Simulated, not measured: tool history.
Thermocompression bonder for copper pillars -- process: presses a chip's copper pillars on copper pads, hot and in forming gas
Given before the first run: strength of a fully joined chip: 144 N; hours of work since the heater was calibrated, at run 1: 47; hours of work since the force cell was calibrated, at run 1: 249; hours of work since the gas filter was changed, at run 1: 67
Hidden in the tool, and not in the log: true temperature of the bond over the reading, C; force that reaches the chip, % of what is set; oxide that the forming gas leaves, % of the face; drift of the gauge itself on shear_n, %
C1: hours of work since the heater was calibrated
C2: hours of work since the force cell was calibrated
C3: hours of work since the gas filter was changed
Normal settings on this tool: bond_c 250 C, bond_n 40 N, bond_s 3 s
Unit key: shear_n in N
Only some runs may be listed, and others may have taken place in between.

{"run": 1, "hour": 0.0, "bond_c": 250, "bond_n": 40, "bond_s": 3, "C1": 47, "C2": 249, "C3": 67, "shear_n": 103.2}
{"run": 2, "hour": 12.4, "bond_c": 250, "bond_n": 40, "bond_s": 3, "C1": 56, "C2": 259, "C3": 77, "shear_n": 102.4}
{"run": 3, "hour": 21.3, "bond_c": 250, "bond_n": 40, "bond_s": 3, "C1": 63, "C2": 265, "C3": 83, "shear_n": 102.2}
{"run": 4, "hour": 36.2, "bond_c": 250, "bond_n": 40, "bond_s": 3, "C1": 74, "C2": 277, "C3": 95, "shear_n": 101.9}
{"run": 5, "hour": 43.7, "bond_c": 250, "bond_n": 40, "bond_s": 3, "C1": 80, "C2": 282, "C3": 100, "shear_n": 101.9}
{"run": 6, "hour": 58.3, "bond_c": 250, "bond_n": 40, "bond_s": 3, "C1": 91, "C2": 293, "C3": 111, "shear_n": 100.8}
{"run": 7, "hour": 66.3, "bond_c": 250, "bond_n": 40, "bond_s": 3, "C1": 97, "C2": 299, "C3": 117, "shear_n": 100.6}
{"run": 8, "hour": 79.3, "bond_c": 250, "bond_n": 40, "bond_s": 3, "C1": 107, "C2": 309, "C3": 127, "shear_n": 100.6}
{"run": 9, "hour": 86.3, "bond_c": 250, "bond_n": 40, "bond_s": 3, "C1": 112, "C2": 314, "C3": 132, "shear_n": 99.6}
{"run": 10, "hour": 101.6, "bond_c": 250, "bond_n": 40, "bond_s": 3, "C1": 124, "C2": 326, "C3": 144, "shear_n": 99.7}
{"run": 11, "hour": 117.7, "bond_c": 260, "bond_n": 40, "bond_s": 3, "C1": 136, "C2": 338, "C3": 156, "shear_n": 107.2}
{"run": 12, "hour": 133.6, "bond_c": 250, "bond_n": 45, "bond_s": 3, "C1": 148, "C2": 350, "C3": 168, "shear_n": 103.8}
{"run": 13, "hour": 142.3, "bond_c": 250, "bond_n": 45, "bond_s": 3, "C1": 154, "C2": 357, "C3": 175, "shear_n": 105.2}
{"run": 14, "hour": 150.7, "bond_c": 250, "bond_n": 45, "bond_s": 3, "C1": 161, "C2": 363, "C3": 181, "shear_n": 104.6}
{"run": 15, "hour": 157.7, "bond_c": 250, "bond_n": 45, "bond_s": 3, "C1": 166, "C2": 368, "C3": 186, "shear_n": 102.8}
{"run": 16, "hour": 167.2, "bond_c": 250, "bond_n": 40, "bond_s": 2, "C1": 173, "C2": 375, "C3": 193, "shear_n": 88.0}
{"run": 17, "hour": 183.6, "bond_c": 250, "bond_n": 40, "bond_s": 2, "C1": 186, "C2": 388, "C3": 206, "shear_n": 88.0}
{"run": 18, "hour": 192.3, "bond_c": 279, "bond_n": 30, "bond_s": 7, "C1": 192, "C2": 394, "C3": 212, "shear_n": 120.2}
{"run": 19, "hour": 203.8, "bond_c": 261, "bond_n": 52, "bond_s": 8, "C1": 201, "C2": 403, "C3": 221, "shear_n": 126.1}
{"run": 20, "hour": 210.7, "bond_c": 272, "bond_n": 38, "bond_s": 5, "C1": 206, "C2": 408, "C3": 226, "shear_n": 119.0}
{"run": 21, "hour": 221.3, "bond_c": 247, "bond_n": 38, "bond_s": 5, "C1": 214, "C2": 416, "C3": 234, "shear_n": 103.8}
{"run": 22, "hour": 235.0, "bond_c": 264, "bond_n": 26, "bond_s": 4, "C1": 224, "C2": 427, "C3": 245, "shear_n": 94.8}
{"run": 23, "hour": 243.4, "bond_c": 264, "bond_n": 26, "bond_s": 4, "C1": 231, "C2": 433, "C3": 251, "shear_n": 94.6}
{"run": 24, "hour": 252.4, "bond_c": 264, "bond_n": 54, "bond_s": 7, "C1": 238, "C2": 440, "C3": 258, "shear_n": 125.3}
{"run": 25, "hour": 264.8, "bond_c": 235, "bond_n": 44, "bond_s": 9, "C1": 247, "C2": 449, "C3": 267, "shear_n": 111.0}
{"run": 26, "hour": 280.6, "bond_c": 234, "bond_n": 36, "bond_s": 9, "C1": 259, "C2": 461, "C3": 279, "shear_n": 104.5}
{"run": 27, "hour": 295.7, "bond_c": 233, "bond_n": 36, "bond_s": 2, "C1": 270, "C2": 473, "C3": 291, "shear_n": 67.3}
{"hour": 308.1, "done": "forming gas filter changed"}
{"run": 28, "hour": 309.4, "bond_c": 257, "bond_n": 31, "bond_s": 3, "C1": 280, "C2": 482, "C3": 1, "shear_n": 101.1}
{"run": 29, "hour": 318.1, "bond_c": 239, "bond_n": 35, "bond_s": 3, "C1": 287, "C2": 489, "C3": 8, "shear_n": 90.3}
{"run": 30, "hour": 328.0, "bond_c": 239, "bond_n": 38, "bond_s": 5, "C1": 294, "C2": 497, "C3": 15, "shear_n": 107.2}
{"run": 31, "hour": 339.3, "bond_c": 239, "bond_n": 36, "bond_s": 5, "C1": 303, "C2": 505, "C3": 24, "shear_n": 105.0}
{"run": 32, "hour": 351.5, "bond_c": 250, "bond_n": 32, "bond_s": 3, "C1": 312, "C2": 514, "C3": 33, "shear_n": 94.7}
{"run": 33, "hour": 360.5, "bond_c": 242, "bond_n": 30, "bond_s": 5, "C1": 319, "C2": 521, "C3": 40, "shear_n": 98.8}
{"run": 34, "hour": 368.4, "bond_c": 220, "bond_n": 42, "bond_s": 5, "C1": 325, "C2": 527, "C3": 46, "shear_n": 94.0}

Each row is a separate what-if for the run after 34, all from the same tool condition, not one after another. Results?
{"run": "A", "hour": 385.4, "bond_c": 220, "bond_n": 42, "bond_s": 3, "C1": 338, "C2": 540, "C3": 58, "shear_n": "?"}
{"run": "B", "hour": 385.4, "bond_c": 222, "bond_n": 43, "bond_s": 3, "C1": 338, "C2": 540, "C3": 58, "shear_n": "?"}
{"run": "C", "hour": 385.4, "bond_c": 220, "bond_n": 35, "bond_s": 4, "C1": 338, "C2": 540, "C3": 58, "shear_n": "?"}

run=A shear_n=79.7
run=B shear_n=84.3
run=C shear_n=79.2
The same runs, with their run-to-run variation unchanged, on a tool lacking any hidden condition would have given:
run=A shear_n=78.8
run=B shear_n=83.5
run=C shear_n=78.3

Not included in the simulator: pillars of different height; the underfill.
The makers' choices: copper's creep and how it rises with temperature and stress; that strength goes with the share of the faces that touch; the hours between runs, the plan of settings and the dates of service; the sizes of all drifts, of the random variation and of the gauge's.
